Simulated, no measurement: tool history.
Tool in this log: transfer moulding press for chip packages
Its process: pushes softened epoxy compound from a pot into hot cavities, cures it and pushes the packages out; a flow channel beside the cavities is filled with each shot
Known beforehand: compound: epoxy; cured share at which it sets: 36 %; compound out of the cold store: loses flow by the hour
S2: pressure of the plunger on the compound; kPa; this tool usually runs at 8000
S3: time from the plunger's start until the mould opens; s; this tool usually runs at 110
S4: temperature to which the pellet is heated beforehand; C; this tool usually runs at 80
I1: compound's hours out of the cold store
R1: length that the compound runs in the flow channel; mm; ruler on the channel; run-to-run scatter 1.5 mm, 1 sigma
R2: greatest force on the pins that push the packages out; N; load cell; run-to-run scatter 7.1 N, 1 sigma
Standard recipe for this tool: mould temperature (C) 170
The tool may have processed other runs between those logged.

run 1 hour=0.0 | mould_temperature_(C)=170 S2=8000 S3=110 S4=80 | I1=8.4 | R1=797 R2=295
run 2 hour=25.1 | mould_temperature_(C)=170 S2=8000 S3=110 S4=80 | I1=47.9 | R1=683 R2=303
run 3 hour=36.0 | mould_temperature_(C)=170 S2=8000 S3=110 S4=80 | I1=34.8 | R1=721 R2=300
run 4 hour=49.3 | mould_temperature_(C)=170 S2=8000 S3=110 S4=80 | I1=9.0 | R1=795 R2=319
run 5 hour=65.8 | mould_temperature_(C)=170 S2=8000 S3=110 S4=88 | I1=27.0 | R1=737 R2=296
run 6 hour=86.8 | mould_temperature_(C)=170 S2=8000 S3=110 S4=88 | I1=29.9 | R1=732 R2=288
run 7 hour=112.5 | mould_temperature_(C)=170 S2=8000 S3=110 S4=88 | I1=47.7 | R1=682 R2=285
run 8 hour=130.7 | mould_temperature_(C)=170 S2=8000 S3=110 S4=88 | I1=24.2 | R1=745 R2=290
run 9 hour=148.0 | mould_temperature_(C)=170 S2=8000 S3=110 S4=88 | I1=29.1 | R1=730 R2=304
run 10 hour=164.1 | mould_temperature_(C)=170 S2=8000 S3=110 S4=80 | I1=32.6 | R1=723 R2=301
run 11 hour=175.0 | mould_temperature_(C)=164 S2=8000 S3=110 S4=80 | I1=28.8 | R1=758 R2=408
run 12 hour=197.2 | mould_temperature_(C)=170 S2=8000 S3=110 S4=80 | I1=28.8 | R1=735 R2=300
run 13 hour=219.3 | mould_temperature_(C)=170 S2=8000 S3=116 S4=80 | I1=41.1 | R1=702 R2=267
run 14 hour=244.2 | mould_temperature_(C)=170 S2=8000 S3=110 S4=81 | I1=18.7 | R1=763 R2=300
run 15 hour=265.1 | mould_temperature_(C)=176 S2=7880 S3=110 S4=80 | I1=16.0 | R1=746 R2=270
run 16 hour=286.8 | mould_temperature_(C)=170 S2=8000 S3=110 S4=79 | I1=27.2 | R1=740 R2=298
run 17 hour=300.5 | mould_temperature_(C)=170 S2=8000 S3=110 S4=79 | I1=46.2 | R1=686 R2=288
run 18 hour=315.5 | mould_temperature_(C)=176 S2=8000 S3=110 S4=83 | I1=21.7 | R1=734 R2=271
run 19 hour=325.5 | mould_temperature_(C)=167 S2=8880 S3=110 S4=83 | I1=21.1 | R1=807 R2=341
run 20 hour=348.8 | mould_temperature_(C)=164 S2=8000 S3=110 S4=80 | I1=38.8 | R1=727 R2=379
run 21 hour=373.1 | mould_temperature_(C)=163 S2=7880 S3=110 S4=80 | I1=8.3 | R1=821 R2=438
run 22 hour=384.6 | mould_temperature_(C)=165 S2=7410 S3=110 S4=74 | I1=41.5 | R1=690 R2=362
run 23 hour=411.2 | mould_temperature_(C)=165 S2=7410 S3=110 S4=74 | I1=43.1 | R1=684 R2=363
run 24 hour=424.0 | mould_temperature_(C)=165 S2=7410 S3=110 S4=74 | I1=9.6 | R1=786 R2=401
run 25 hour=446.5 | mould_temperature_(C)=163 S2=7110 S3=119 S4=81 | I1=38.0 | R1=692 R2=361
run 26 hour=471.0 | mould_temperature_(C)=170 S2=6450 S3=110 S4=80 | I1=12.4 | R1=705 R2=300
run 27 hour=481.3 | mould_temperature_(C)=170 S2=6450 S3=110 S4=80 | I1=11.3 | R1=708 R2=300
run 28 hour=492.9 | mould_temperature_(C)=166 S2=6450 S3=110 S4=80 | I1=32.8 | R1=663 R2=339

Removed from this log: 6 entries logged between the listed runs. Between which two listed runs does each belong, and how does the tool's hidden state at the listed run before it compare with that at the listed run after it?
Runs 1 to 2: cavities cleaned with cleaning compound and waxed (hour 10.2)
  pressure that reaches the compound, % of what is set: 99.98 -> 99.97; grip of the stained cavities, % over clean ones': 0.9 -> 0.3
Runs 6 to 7: cavities cleaned with cleaning compound and waxed (hour 109.4)
  pressure that reaches the compound, % of what is set: 99.97 -> 99.96; grip of the stained cavities, % over clean ones': 0.8 -> 0.1
Runs 11 to 12: plunger's sealing rings changed (hour 179.9)
  pressure that reaches the compound, % of what is set: 99.96 -> 100; grip of the stained cavities, % over clean ones': 0.8 -> 0.9
Runs 12 to 13: cavities cleaned with cleaning compound and waxed (hour 210.1)
  grip of the stained cavities, % over clean ones': 0.9 -> 0.2
Runs 17 to 18: cavities cleaned with cleaning compound and waxed (hour 308.5)
  grip of the stained cavities, % over clean ones': 0.9 -> 0.2
Runs 22 to 23: cavities cleaned with cleaning compound and waxed (hour 407.1)
  grip of the stained cavities, % over clean ones': 0.8 -> 0.1
